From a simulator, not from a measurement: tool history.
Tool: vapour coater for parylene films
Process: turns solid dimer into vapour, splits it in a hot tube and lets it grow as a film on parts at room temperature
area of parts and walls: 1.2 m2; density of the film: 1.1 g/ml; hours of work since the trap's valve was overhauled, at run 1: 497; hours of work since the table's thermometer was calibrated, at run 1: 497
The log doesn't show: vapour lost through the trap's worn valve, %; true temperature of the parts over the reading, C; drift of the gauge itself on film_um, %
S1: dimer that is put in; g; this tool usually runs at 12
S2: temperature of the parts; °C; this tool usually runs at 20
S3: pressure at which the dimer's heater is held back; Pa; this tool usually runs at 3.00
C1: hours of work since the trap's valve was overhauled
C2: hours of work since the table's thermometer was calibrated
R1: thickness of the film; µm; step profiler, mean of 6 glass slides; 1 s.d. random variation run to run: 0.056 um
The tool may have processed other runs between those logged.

Run 1, hour 0.0: usual settings; C1 497; C2 497. Result: R1 5.70 µm.
Run 2, hour 16.1: usual settings; C1 508; C2 508. Result: R1 5.74 µm.
Run 3, hour 44.0: usual settings; C1 528; C2 528. Result: R1 5.68 µm.
Run 4, hour 69.2: usual settings; C1 546; C2 546. Result: R1 5.67 µm.
Run 5, hour 89.9: usual settings but S2 14 °C; C1 561; C2 561. Result: R1 7.09 µm.
At hour 97.6: trap's valve overhauled.
Run 6, hour 114.5: usual settings; C1 12; C2 575. Result: R1 6.37 µm.
Run 7, hour 133.7: usual settings; C1 26; C2 589. Result: R1 6.18 µm.
Run 8, hour 149.0: usual settings; C1 37; C2 600. Result: R1 6.28 µm.
Run 9, hour 179.4: usual settings but S3 3.77 Pa; C1 58; C2 621. Result: R1 6.14 µm.
Run 10, hour 204.4: usual settings but S3 3.77 Pa; C1 76; C2 639. Result: R1 6.01 µm.
Run 11, hour 231.7: usual settings but S3 5.37 Pa; C1 95; C2 658. Result: R1 5.68 µm.
Run 12, hour 251.3: usual settings but S3 5.37 Pa; C1 109; C2 672. Result: R1 5.71 µm.
Run 13, hour 266.9: usual settings; C1 120; C2 684. Result: R1 6.19 µm.
Run 14, hour 289.7: usual settings but S3 2.07 Pa; C1 136; C2 700. Result: R1 6.36 µm.
Run 15, hour 317.7: usual settings but S3 2.07 Pa; C1 156; C2 720. Result: R1 6.30 µm.
Run 16, hour 341.7: usual settings; C1 173; C2 737. Result: R1 6.12 µm.
Run 17, hour 359.2: usual settings; C1 186; C2 749. Result: R1 6.10 µm.
Run 18, hour 381.4: usual settings; C1 202; C2 765. Result: R1 6.00 µm.
Run 19, hour 401.6: usual settings but S1 10 g, S2 19 °C; C1 216; C2 779. Result: R1 5.17 µm.
Run 20, hour 421.6: usual settings but S1 15 g, S2 14 °C, S3 11.70 Pa; C1 230; C2 793. Result: R1 7.99 µm.
Run 21, hour 452.1: usual settings but S1 8 g, S2 17 °C, S3 3.40 Pa; C1 252; C2 815. Result: R1 4.30 µm.
Run 22, hour 466.5: usual settings but S1 8 g, S2 17 °C, S3 3.40 Pa; C1 262; C2 825. Result: R1 4.36 µm.
Run 23, hour 490.3: usual settings but S1 8 g, S2 31 °C, S3 3.40 Pa; C1 279; C2 842. Result: R1 2.54 µm.
Run 24, hour 513.3: usual settings but S1 8 g, S2 19 °C, S3 5.61 Pa; C1 295; C2 859. Result: R1 3.81 µm.
Run 25, hour 539.4: usual settings but S1 8 g, S2 19 °C, S3 5.61 Pa; C1 314; C2 877. Result: R1 3.77 µm.
Run 26, hour 557.1: usual settings but S1 8 g, S2 19 °C, S3 5.61 Pa; C1 326; C2 890. Result: R1 3.74 µm.
Run 27, hour 587.6: usual settings but S1 6 g, S2 26 °C, S3 7.26 Pa; C1 348; C2 911. Result: R1 2.10 µm.
Run 28, hour 601.3: usual settings but S1 6 g, S2 13 °C, S3 4.43 Pa; C1 358; C2 921. Result: R1 3.60 µm.
Run 29, hour 621.4: usual settings but S1 6 g, S2 13 °C, S3 4.43 Pa; C1 372; C2 935. Result: R1 3.68 µm.
Run 30, hour 637.5: usual settings but S2 13 °C; C1 384; C2 947. Result: R1 7.61 µm.
Run 31, hour 660.0: usual settings but S2 13 °C; C1 400; C2 963. Result: R1 7.39 µm.
Run 32, hour 682.4: usual settings but S1 7 g, S2 21 °C, S3 3.33 Pa; C1 416; C2 979. Result: R1 3.15 µm.
Run 33, hour 696.3: usual settings but S1 7 g, S2 21 °C, S3 10.07 Pa; C1 425; C2 989. Result: R1 2.78 µm.
Run 34, hour 721.2: usual settings but S2 18 °C; C1 443; C2 1006. Result: R1 6.16 µm.
Run 35, hour 749.7: usual settings but S1 6 g, S2 29 °C; C1 463; C2 1027. Result: R1 2.00 µm.

Below are 3 alternative next runs, each starting from the tool's condition after run 35. Predict each:
Run A, hour 772.6: usual settings but S1 9 g, S2 13 °C, S3 10.82 Pa; C1 480; C2 1043. Result: R1 ?.
Run B, hour 772.6: usual settings but S1 6 g, S2 21 °C, S3 7.73 Pa; C1 480; C2 1043. Result: R1 ?.
Run C, hour 772.6: usual settings but S1 6 g, S2 29 °C; C1 480; C2 1043. Result: R1 ?.

run    R1
  A  4.76
  B  2.43
  C  2.02
Had the tool no hidden state, the same runs would have come out as:
run    R1
  A  5.46
  B  2.79
  C  2.32
